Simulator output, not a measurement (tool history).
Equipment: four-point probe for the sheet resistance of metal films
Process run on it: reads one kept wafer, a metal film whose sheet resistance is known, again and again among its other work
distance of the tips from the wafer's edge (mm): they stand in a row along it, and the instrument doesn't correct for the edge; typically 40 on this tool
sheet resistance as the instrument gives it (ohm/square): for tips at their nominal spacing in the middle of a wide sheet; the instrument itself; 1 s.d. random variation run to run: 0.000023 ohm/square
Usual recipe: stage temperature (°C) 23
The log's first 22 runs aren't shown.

run	hour	stage temperature (°C)	distance of the tips from the wafer's edge (mm)	sheet resistance as the instrument gives it (ohm/square)
23	385.5	23	43	0.116342
24	409.3	34	54	0.116743
25	431.9	32	54	0.116697
# hour 433.4: stage's thermometer calibrated
26	447.9	32	54	0.116684
27	469.4	32	54	0.116761
28	479.7	32	54	0.116733
29	499.1	23	4	0.117908
30	517.7	21	43	0.116384
31	532.2	33	22	0.116837
32	552.7	22	35	0.116391
# hour 555.0: stage's thermometer calibrated, once more
33	566.3	23	5	0.117251
34	577.4	23	5	0.117234
35	593.7	25	25	0.116408
36	616.8	25	25	0.116378
37	634.9	27	9	0.116763
38	658.3	26	53	0.116419
39	679.7	23	22	0.116309
40	703.7	20	8	0.116553
41	723.1	28	49	0.116488
42	743.9	28	49	0.116510
43	767.2	18	55	0.116137
44	784.6	19	16	0.116273

3 options for the next run, each taken on its own from the tool as it stands now. Forecast them:
A	807.8	30	45	?
B	807.8	21	5	?
C	807.8	24	40	?

run	sheet resistance as the instrument gives it (ohm/square)
A	0.116587
B	0.117239
C	0.116355
With the hidden condition removed and each run's random variation left untouched, the same runs would have given:
run	sheet resistance as the instrument gives it (ohm/square)
A	0.116267
B	0.116917
C	0.116036
